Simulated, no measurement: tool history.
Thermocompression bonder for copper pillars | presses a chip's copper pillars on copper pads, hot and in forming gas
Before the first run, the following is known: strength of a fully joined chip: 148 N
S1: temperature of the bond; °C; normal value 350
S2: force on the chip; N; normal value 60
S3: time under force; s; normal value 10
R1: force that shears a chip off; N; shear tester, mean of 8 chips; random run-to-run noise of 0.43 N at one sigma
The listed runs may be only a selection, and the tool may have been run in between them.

| run | day | S1 | S2 | S3 | R1 |
|---|---|---|---|---|---|
| 1 | 0.000 | 350 | 60 | 10 | 105.6 |
| 2 | 0.942 | 350 | 60 | 10 | 104.3 |
| 3 | 2.017 | 350 | 60 | 10 | 105.4 |
| 4 | 2.692 | 350 | 60 | 10 | 104.3 |
| 5 | 3.758 | 350 | 77 | 10 | 116.3 |
| 6 | 4.721 | 350 | 77 | 10 | 115.2 |
| 7 | 5.325 | 350 | 77 | 10 | 114.6 |
| 8 | 5.900 | 368 | 60 | 10 | 116.3 |
| 9 | 6.950 | 368 | 60 | 10 | 115.8 |
| 10 | 7.662 | 368 | 60 | 10 | 115.7 |
| 11 | 8.642 | 357 | 60 | 10 | 109.4 |
|  | 9.842 | forming gas filter changed |
| 12 | 9.842 | 357 | 60 | 10 | 111.7 |
| 13 | 11.012 | 357 | 60 | 10 | 111.2 |
| 14 | 11.938 | 357 | 60 | 10 | 110.5 |
| 15 | 12.958 | 357 | 60 | 10 | 110.0 |
| 16 | 14.162 | 357 | 60 | 10 | 110.3 |
| 17 | 14.817 | 357 | 60 | 10 | 110.4 |
| 18 | 15.862 | 357 | 60 | 10 | 110.3 |
| 19 | 16.742 | 357 | 60 | 10 | 109.6 |
| 20 | 17.888 | 357 | 60 | 17 | 122.0 |
| 21 | 19.075 | 357 | 60 | 17 | 120.5 |
|  | 19.792 | forming gas filter changed |
| 22 | 20.046 | 357 | 60 | 17 | 125.4 |
| 23 | 20.996 | 357 | 52 | 17 | 117.6 |
| 24 | 21.742 | 350 | 73 | 10 | 115.7 |
| 25 | 22.262 | 350 | 63 | 9 | 105.7 |
| 26 | 23.433 | 324 | 63 | 19 | 104.0 |
| 27 | 24.488 | 364 | 60 | 10 | 115.4 |
| 28 | 25.729 | 320 | 90 | 17 | 113.9 |
| 29 | 26.408 | 350 | 37 | 6 | 69.1 |
| 30 | 27.121 | 350 | 37 | 6 | 68.9 |
| 31 | 28.004 | 350 | 37 | 6 | 68.6 |
| 32 | 28.762 | 350 | 37 | 6 | 68.9 |
|  | 29.717 | forming gas filter changed |
| 33 | 29.979 | 350 | 37 | 6 | 70.8 |
| 34 | 31.025 | 350 | 37 | 6 | 70.8 |
| 35 | 31.958 | 350 | 48 | 6 | 83.1 |
| 36 | 33.108 | 353 | 62 | 6 | 98.1 |
| 37 | 33.750 | 353 | 62 | 6 | 97.2 |
| 38 | 34.921 | 353 | 62 | 6 | 96.7 |
| 39 | 35.471 | 363 | 41 | 12 | 103.3 |
| 40 | 36.258 | 378 | 81 | 12 | 136.0 |
| 41 | 37.467 | 378 | 81 | 12 | 135.0 |

Forecast each of these 3 alternatives for the next run:
| A | 37.971 | 328 | 66 | 10 | ? |
| B | 37.971 | 378 | 53 | 6 | ? |
| C | 37.971 | 351 | 60 | 10 | ? |

| run | R1 |
|---|---|
| A | 92.1 |
| B | 107.4 |
| C | 106.1 |
Without the tool's unlogged condition, the same runs would have read:
| run | R1 |
|---|---|
| A | 86.9 |
| B | 104.2 |
| C | 102.1 |

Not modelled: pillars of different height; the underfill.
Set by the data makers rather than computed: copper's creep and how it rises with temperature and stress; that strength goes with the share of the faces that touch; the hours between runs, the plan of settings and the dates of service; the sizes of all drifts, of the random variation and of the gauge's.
